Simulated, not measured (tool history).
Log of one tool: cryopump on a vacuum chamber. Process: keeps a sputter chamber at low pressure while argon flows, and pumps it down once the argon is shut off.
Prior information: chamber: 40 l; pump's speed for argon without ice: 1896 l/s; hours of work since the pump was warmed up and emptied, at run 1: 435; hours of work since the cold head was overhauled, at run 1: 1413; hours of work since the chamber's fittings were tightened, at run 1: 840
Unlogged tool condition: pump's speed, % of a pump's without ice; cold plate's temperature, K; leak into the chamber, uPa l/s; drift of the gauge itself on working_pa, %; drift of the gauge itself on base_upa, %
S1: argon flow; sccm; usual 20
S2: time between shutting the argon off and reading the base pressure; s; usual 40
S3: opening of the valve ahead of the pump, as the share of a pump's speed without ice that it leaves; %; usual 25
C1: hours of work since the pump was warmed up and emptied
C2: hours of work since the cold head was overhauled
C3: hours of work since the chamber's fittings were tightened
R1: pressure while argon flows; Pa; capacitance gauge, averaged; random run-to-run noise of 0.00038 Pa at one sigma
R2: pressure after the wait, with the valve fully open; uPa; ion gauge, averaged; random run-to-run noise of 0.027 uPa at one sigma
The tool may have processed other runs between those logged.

run	hour	S1	S2	S3	C1	C2	C3	R1	R2
1	0	20	40	25	435	1413	840	0.0733	2.63
2	52.1	20	222	25	470	1448	875	0.0738	1.86
3	102.3	20	222	25	503	1481	909	0.0739	1.91
4	130.2	20	222	25	522	1500	927	0.0736	1.89
5	160.6	20	222	25	542	1520	947	0.0733	1.95
6	195.2	20	40	16	565	1543	971	0.1144	2.87
7	230.8	20	40	16	589	1567	994	0.1143	2.94
8	253.5	20	40	16	604	1582	1009	0.114	3.07
9	296.8	20	252	16	633	1611	1038	0.1149	2.09
10	329.2	20	40	52	655	1632	1060	0.0373	3.11
11	377	20	40	52	687	1664	1092	0.0373	3.18
12	404.1	20	52	33	705	1682	1110	0.0574	2.98
13	458.5	8	34	17	741	1718	1146	0.043	3.44
14	497.4	20	40	17	767	1744	1172	0.1091	3.32
15	537.4	20	40	17	794	1771	1199	0.1092	3.53
# hour 543.7: leaking fittings of the chamber tightened, without venting
16	592.4	26	40	42	829	1806	32	0.061	1.38
17	645.5	25	23	39	864	1842	68	0.0627	2.26
18	683.8	32	47	25	890	1867	93	0.1209	1.32
19	732.9	20	48	25	923	1900	126	0.0762	1.37
20	768.9	20	48	25	947	1924	150	0.0759	1.41
# hour 781.4: pump warmed up, emptied and cooled again
21	810.3	12	40	25	19	1948	174	0.0431	1.54
22	833.9	10	165	18	35	1964	190	0.049	0.75

Pick out some run-to-run changes in R1. Of each, how much would a tool without hidden state show as well, from the settings, what came in and chance, and how much is left for the hidden state and any gauge scatter not in both results compared?
Run 9 -> 10: S2 252 -> 40, S3 16 -> 52. R1 -0.0776 Pa: hidden state +0.0002, all else -0.0778.
Run 13 -> 14: S1 8 -> 20, S2 34 -> 40. R1 +0.0661 Pa: hidden state +0.0024, all else +0.0637.
Run 18 -> 19: S1 32 -> 20, S2 47 -> 48. R1 -0.0447 Pa: hidden state -0.0026, all else -0.0421.
Run 20 -> 21: S1 20 -> 12, S2 48 -> 40, pump warmed up, emptied and cooled again. R1 -0.0328 Pa: hidden state -0.0046, all else -0.0282.
